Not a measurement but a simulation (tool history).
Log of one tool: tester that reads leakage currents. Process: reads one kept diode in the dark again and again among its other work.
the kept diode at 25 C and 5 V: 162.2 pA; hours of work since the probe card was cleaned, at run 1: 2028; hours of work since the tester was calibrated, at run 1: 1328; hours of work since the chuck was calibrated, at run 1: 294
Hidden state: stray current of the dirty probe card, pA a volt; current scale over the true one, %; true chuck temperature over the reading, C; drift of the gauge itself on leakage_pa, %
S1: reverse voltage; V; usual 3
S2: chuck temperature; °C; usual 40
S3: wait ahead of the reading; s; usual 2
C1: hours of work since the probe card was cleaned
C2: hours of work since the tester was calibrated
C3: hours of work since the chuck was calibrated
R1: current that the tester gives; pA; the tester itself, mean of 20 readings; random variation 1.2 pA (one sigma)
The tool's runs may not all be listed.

run,day,S1,S2,S3,C1,C2,C3,R1
1,0,3,40,2,2028,1328,294,482.62
2,9.404,3,40,2,2140,1440,406,481.86
3,19.333,3,40,2,2258,1557,524,479.08
4,28.921,3,31,2,2371,1671,638,212.32
5,35.362,3,31,2,2448,1748,714,211.4
6,41.733,3,31,1.57,2523,1823,790,211.2
# day 52.404: chuck's temperature calibrated
7,52.404,3.13,27,1.23,2649,1949,0,156.27

Forecast run 8:
8,63.067,3.13,31,1.23,2775,2075,127,?

{"run 8": {"R1": 224.68}}
Without the tool's hidden state the same run would have given R1 219.78 pA.

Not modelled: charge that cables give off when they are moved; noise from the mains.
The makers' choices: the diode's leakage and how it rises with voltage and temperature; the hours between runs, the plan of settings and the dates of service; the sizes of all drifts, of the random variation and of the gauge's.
